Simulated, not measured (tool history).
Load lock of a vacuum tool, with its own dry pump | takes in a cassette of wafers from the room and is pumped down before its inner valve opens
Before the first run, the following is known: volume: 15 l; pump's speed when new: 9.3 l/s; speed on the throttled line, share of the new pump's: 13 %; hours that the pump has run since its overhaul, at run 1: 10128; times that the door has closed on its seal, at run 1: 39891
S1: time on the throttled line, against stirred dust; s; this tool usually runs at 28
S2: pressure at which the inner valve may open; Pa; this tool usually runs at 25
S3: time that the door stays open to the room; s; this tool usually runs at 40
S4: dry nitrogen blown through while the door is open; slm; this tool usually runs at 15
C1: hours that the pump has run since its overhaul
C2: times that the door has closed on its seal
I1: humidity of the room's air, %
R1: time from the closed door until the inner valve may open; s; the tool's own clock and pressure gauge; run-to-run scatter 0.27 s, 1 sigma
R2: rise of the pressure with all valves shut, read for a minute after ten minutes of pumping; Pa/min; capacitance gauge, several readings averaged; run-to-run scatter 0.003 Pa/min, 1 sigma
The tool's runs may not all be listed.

Run 1, day 0: usual settings; C1 10128; C2 39891; I1 42.6. Result: R1 37.6 s, R2 0.045 Pa/min.
Run 2, day 13.283: usual settings but S4 34 slm; C1 10447; C2 40983; I1 42. Result: R1 37.6 s, R2 0.039 Pa/min.
Run 3, day 23.762: usual settings but S4 34 slm; C1 10698; C2 41844; I1 45.8. Result: R1 38 s, R2 0.037 Pa/min.
At day 32.95: door's seal changed, seat wiped.
Run 4, day 37.758: usual settings; C1 11033; C2 396; I1 45.4. Result: R1 37.7 s, R2 0.049 Pa/min.
Run 5, day 49.15: usual settings; C1 11306; C2 1332; I1 42.9. Result: R1 37.9 s, R2 0.048 Pa/min.
Run 6, day 63.338: usual settings but S1 20 s; C1 11646; C2 2498; I1 48.6. Result: R1 30.6 s, R2 0.046 Pa/min.
Run 7, day 79.804: usual settings but S1 20 s; C1 12042; C2 3851; I1 45. Result: R1 30.8 s, R2 0.048 Pa/min.
Run 8, day 88.808: usual settings but S2 19 Pa; C1 12258; C2 4591; I1 44.5. Result: R1 37.8 s, R2 0.048 Pa/min.
Run 9, day 97.271: usual settings but S4 39 slm; C1 12461; C2 5287; I1 45.5. Result: R1 37.9 s, R2 0.039 Pa/min.
Run 10, day 105.571: usual settings but S4 39 slm; C1 12660; C2 5969; I1 47.7. Result: R1 37.4 s, R2 0.037 Pa/min.
Run 11, day 114.583: usual settings but S2 23 Pa; C1 12876; C2 6710; I1 41.9. Result: R1 37.7 s, R2 0.048 Pa/min.
Run 12, day 128.558: usual settings but S2 23 Pa; C1 13212; C2 7859; I1 45.1. Result: R1 37.9 s, R2 0.046 Pa/min.
Run 13, day 139.683: usual settings but S2 23 Pa; C1 13479; C2 8773; I1 41.9. Result: R1 38.5 s, R2 0.047 Pa/min.
Run 14, day 153.275: usual settings but S2 23 Pa; C1 13805; C2 9890; I1 44.9. Result: R1 37.8 s, R2 0.05 Pa/min.
Run 15, day 161.008: usual settings but S2 23 Pa; C1 13991; C2 10526; I1 42.2. Result: R1 37.9 s, R2 0.047 Pa/min.
Run 16, day 171.775: usual settings but S2 23 Pa; C1 14249; C2 11411; I1 43.8. Result: R1 37.7 s, R2 0.05 Pa/min.
Run 17, day 179.858: usual settings but S2 23 Pa; C1 14443; C2 12075; I1 41.2. Result: R1 38 s, R2 0.043 Pa/min.
Run 18, day 189.604: usual settings but S2 23 Pa, S4 5 slm; C1 14677; C2 12876; I1 45.9. Result: R1 37.9 s, R2 0.068 Pa/min.
Run 19, day 204.488: usual settings but S2 31 Pa; C1 15034; C2 14099; I1 42.7. Result: R1 37.3 s, R2 0.049 Pa/min.
Run 20, day 217.554: usual settings but S2 31 Pa; C1 15348; C2 15173; I1 41.8. Result: R1 37.2 s, R2 0.045 Pa/min.
Run 21, day 230.608: usual settings but S2 31 Pa; C1 15661; C2 16246; I1 47.4. Result: R1 37.7 s, R2 0.048 Pa/min.
Run 22, day 246.812: usual settings but S2 24 Pa, S3 64 s; C1 16050; C2 17578; I1 45.3. Result: R1 38 s, R2 0.064 Pa/min.
Run 23, day 261.317: usual settings but S2 20 Pa, S3 193 s, S4 34 slm; C1 16398; C2 18770; I1 44.7. Result: R1 37.9 s, R2 0.091 Pa/min.
Run 24, day 275.229: usual settings but S1 40 s, S2 32 Pa; C1 16732; C2 19914; I1 45.4. Result: R1 47.7 s, R2 0.049 Pa/min.
At day 285.9: dry pump taken out, an overhauled one fitted.
Run 25, day 291.188: usual settings but S1 16 s, S3 52 s; C1 127; C2 21205; I1 43.7. Result: R1 27.4 s, R2 0.064 Pa/min.
Run 26, day 302.767: usual settings but S4 17 slm; C1 405; C2 22157; I1 43.8. Result: R1 37.3 s, R2 0.05 Pa/min.
Run 27, day 319.512: usual settings but S1 54 s, S2 29 Pa, S3 55 s, S4 17 slm; C1 807; C2 23533; I1 44.8. Result: R1 60.6 s, R2 0.056 Pa/min.
Run 28, day 335.325: usual settings but S1 54 s, S2 29 Pa, S3 55 s, S4 17 slm; C1 1186; C2 24833; I1 43.5. Result: R1 60.2 s, R2 0.056 Pa/min.
Run 29, day 352.046: usual settings but S1 54 s, S2 29 Pa, S3 55 s, S4 17 slm; C1 1587; C2 26207; I1 44.8. Result: R1 60.4 s, R2 0.056 Pa/min.
Run 30, day 364.588: usual settings but S1 54 s, S2 29 Pa, S3 55 s, S4 17 slm; C1 1889; C2 27238; I1 47.1. Result: R1 60 s, R2 0.058 Pa/min.
Run 31, day 374.875: usual settings but S1 54 s, S2 29 Pa, S3 55 s, S4 17 slm; C1 2135; C2 28083; I1 49.3. Result: R1 59.9 s, R2 0.064 Pa/min.
Run 32, day 386.55: usual settings but S1 16 s, S2 27 Pa, S4 6 slm; C1 2416; C2 29043; I1 48.9. Result: R1 27.1 s, R2 0.069 Pa/min.
Run 33, day 394.292: usual settings but S1 38 s, S2 27 Pa, S3 121 s, S4 30 slm; C1 2601; C2 29679; I1 48.6. Result: R1 46 s, R2 0.075 Pa/min.
Run 34, day 410.075: usual settings but S1 33 s, S2 37 Pa, S3 41 s, S4 5 slm; C1 2980; C2 30977; I1 45.9. Result: R1 41.6 s, R2 0.067 Pa/min.
Run 35, day 420.4: usual settings but S2 45 Pa; C1 3228; C2 31825; I1 46.9. Result: R1 37.1 s, R2 0.053 Pa/min.

What will run 36 give?
Run 36, day 428.05: usual settings but S1 42 s, S4 8 slm; C1 3412; C2 32454; I1 45.6. Result: R1 ?, R2 ?.

R1: 50 s
R2: 0.06 Pa/min
On a tool with no hidden condition, and with the same random variation, this run would have come out at R1 50 s, R2 0.058 Pa/min.
